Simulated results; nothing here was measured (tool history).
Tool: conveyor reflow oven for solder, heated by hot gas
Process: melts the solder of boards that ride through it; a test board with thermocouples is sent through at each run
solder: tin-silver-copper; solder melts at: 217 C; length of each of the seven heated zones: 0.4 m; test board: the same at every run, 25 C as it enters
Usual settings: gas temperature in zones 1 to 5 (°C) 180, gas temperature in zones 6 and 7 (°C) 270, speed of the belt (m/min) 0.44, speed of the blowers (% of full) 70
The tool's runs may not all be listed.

run,hour,gas temperature in zones 1 to 5 (°C),gas temperature in zones 6 and 7 (°C),speed of the belt (m/min),speed of the blowers (% of full),highest temperature of the board (°C),time above the solder's melting point (s)
1,0.0,180,270,0.44,70,254.3,87.1
2,4.1,180,270,0.44,70,254.0,86.7
3,8.5,180,270,0.44,70,254.3,86.8
4,15.7,180,270,0.44,70,254.3,86.5
5,22.4,180,270,0.44,70,254.4,86.9
6,31.8,180,270,0.44,70,254.2,86.9
7,41.8,185,285,0.50,61,261.2,82.2

Run 8 comes next. What will it give?
8,45.8,182,261,0.45,75,?,?

{"run 8": {"highest temperature of the board (°C)": 247.2, "time above the solder's melting point (s)": 78.6}}
Without the tool's hidden state the same run would have given highest temperature of the board (°C) 248.4, time above the solder's melting point (s) 80.4.

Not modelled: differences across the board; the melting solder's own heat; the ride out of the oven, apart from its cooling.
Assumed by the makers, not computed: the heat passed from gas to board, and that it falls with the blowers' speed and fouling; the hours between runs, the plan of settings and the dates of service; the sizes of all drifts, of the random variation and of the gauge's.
